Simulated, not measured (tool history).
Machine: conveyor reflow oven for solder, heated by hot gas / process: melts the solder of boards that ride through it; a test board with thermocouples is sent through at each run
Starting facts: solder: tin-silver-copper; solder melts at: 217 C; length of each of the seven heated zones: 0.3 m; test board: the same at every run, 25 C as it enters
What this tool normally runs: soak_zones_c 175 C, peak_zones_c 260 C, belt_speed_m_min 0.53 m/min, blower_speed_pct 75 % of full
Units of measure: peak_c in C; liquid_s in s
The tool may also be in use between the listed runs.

run   hour  soak_zones_c  peak_zones_c  belt_speed_m_min  blower_speed_pct  peak_c  liquid_s
  1      0           175           260              0.53                75  240.41      40.7
  2     33           175           260             0.596                75  236.12        31
  3   59.9           175           260             0.596                75  236.04      30.7
      85.7  -- flux residue cleaned out of gas plates and filters
  4   96.7           175           260              0.53                75  242.23      43.3
  5  119.7           175           260              0.53                75  242.39      43.1
  6  144.2           175           249              0.53                75  233.13      33.9
  7  169.2           175           260              0.53                62  238.83      38.5
  8  202.5           175           260              0.53                62  238.81      38.3
  9  229.5           175           260              0.53                62  238.75      38.3
 10    249           175           260              0.53                62   238.6      38.1
 11  264.4           175           260              0.53                62  238.54      38.3
 12  292.3           175           260             0.549                75  240.59      39.8
 13  311.2           175           260             0.549                75  240.68      39.7
 14  334.7           175           260             0.549                75  240.76      39.4
 15  349.7           175           260             0.447                75  246.87      57.6
 16  368.2           187           267              0.52                74   250.4      54.8
 17  397.1           187           267              0.52                74  250.39      54.9
 18  430.5           174           261             0.549                78  241.71      40.2
 19  459.5           174           261             0.605                78  237.75      32.4
 20  494.3           184           261             0.425                78  250.65      68.2
 21  514.1           168           261             0.528                78  241.41      40.1
 22  545.2           175           260             0.613                75  235.86      29.9
 23  567.8           175           260             0.613                75  235.85      29.7
 24  592.9           175           260             0.613                75  235.73      29.7
 25  628.3           175           260             0.613                75  235.75      29.6
 26  658.5           181           258             0.613                75  235.68      31.2
 27    676           181           258             0.613                75  235.54      31.1
 28  702.9           181           258             0.613                75   235.6      31.3
     710.4  -- flux residue cleaned out of gas plates and filters
 29  728.6           181           258             0.613                75  237.81      34.2
 30  748.4           181           258             0.613                75  237.68      34.2

Consider 3 possible next runs. They are alternatives, not a sequence: every one starts from the tool as it was left by run 30. What does each give?
  A  763.6           181           250             0.613                71       ?         ?
  B  763.6           181           258             0.613                57       ?         ?
  C  763.6           166           260              0.53                63       ?         ?

run  peak_c  liquid_s
  A  230.52      25.8
  B  232.08      26.4
  C  237.56      34.9
What these runs would have given with no unlogged condition in the tool:
run  peak_c  liquid_s
  A  229.37      23.9
  B  230.86      24.5
  C   236.3        33

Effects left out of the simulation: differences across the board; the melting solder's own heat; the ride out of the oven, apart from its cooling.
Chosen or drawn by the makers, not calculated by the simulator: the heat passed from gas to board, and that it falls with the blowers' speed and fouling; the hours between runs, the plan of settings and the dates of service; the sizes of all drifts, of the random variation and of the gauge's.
